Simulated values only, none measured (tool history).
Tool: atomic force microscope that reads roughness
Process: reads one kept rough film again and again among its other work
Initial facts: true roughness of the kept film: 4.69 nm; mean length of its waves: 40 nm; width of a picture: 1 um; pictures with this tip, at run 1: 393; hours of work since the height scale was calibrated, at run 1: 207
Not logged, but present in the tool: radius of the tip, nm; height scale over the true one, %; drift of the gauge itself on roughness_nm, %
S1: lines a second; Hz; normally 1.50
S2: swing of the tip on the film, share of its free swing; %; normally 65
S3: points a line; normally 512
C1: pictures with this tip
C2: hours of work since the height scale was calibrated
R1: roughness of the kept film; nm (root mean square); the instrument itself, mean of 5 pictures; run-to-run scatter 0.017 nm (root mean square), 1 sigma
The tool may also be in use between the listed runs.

run	hour	S1	S2	S3	C1	C2	R1
1	0.0	1.50	65	512	393	207	3.333
# hour 7.3: new tip fitted
2	9.6	1.50	70	512	3	211	3.930
3	24.4	1.50	59	512	19	217	4.077
4	40.7	1.50	59	512	36	225	4.016
5	50.0	1.50	65	884	46	229	3.932
6	66.6	1.50	65	512	63	236	3.903
7	83.9	1.50	65	512	82	244	3.827
8	100.3	1.50	65	512	99	251	3.816
9	116.2	1.50	65	512	116	258	3.812
10	134.6	1.50	65	512	136	267	3.741
11	142.9	1.50	65	512	145	270	3.699
12	156.2	1.50	55	512	159	276	3.832
13	163.9	1.50	73	512	167	280	3.504
14	180.4	1.50	73	512	184	287	3.510
15	196.2	1.50	65	512	201	294	3.619
16	204.0	2.18	65	512	210	298	3.505
17	212.5	3.11	65	512	219	302	3.332
18	222.8	1.50	85	512	230	306	3.171
19	232.8	1.50	85	512	240	311	3.120
20	244.9	1.46	65	512	253	316	3.503
21	259.3	1.46	65	512	268	323	3.508
22	271.8	1.46	65	512	282	328	3.458
23	281.7	2.59	68	470	292	333	3.221
24	290.3	1.50	64	512	301	336	3.464
25	302.6	1.50	79	512	314	342	3.180
26	313.3	1.50	58	512	326	347	3.451
27	322.5	1.50	58	512	335	351	3.463
28	330.5	1.50	58	512	344	354	3.452
29	338.7	1.50	58	512	353	358	3.437
30	350.9	1.50	65	703	366	364	3.340
31	369.3	1.73	70	512	385	372	3.191
32	377.2	0.66	66	512	394	375	3.405
# hour 383.8: new tip fitted
33	388.2	0.66	66	512	5	380	4.142
34	400.1	2.48	65	512	17	385	3.780
35	408.8	2.48	65	512	27	389	3.790
36	422.6	1.29	65	883	41	395	3.930
37	439.0	1.29	65	883	59	403	3.921
38	449.0	0.83	65	292	69	407	3.983
39	464.2	0.98	63	304	86	414	3.884
40	482.5	0.98	63	304	105	422	3.837
41	500.7	0.98	63	304	124	431	3.849
42	511.9	1.30	74	1002	136	436	3.643
43	524.6	1.30	74	1002	150	441	3.594
44	537.6	1.50	83	512	164	447	3.331

3 options for the next run, each taken on its own from the tool as it stands now. Forecast them:
A	552.1	0.98	83	512	179	454	?
B	552.1	0.53	85	512	179	454	?
C	552.1	1.21	83	556	179	454	?

run	R1
A	3.447
B	3.653
C	3.387
Had the tool no hidden state, the same runs would have come out as:
run	R1
A	3.831
B	4.060
C	3.764
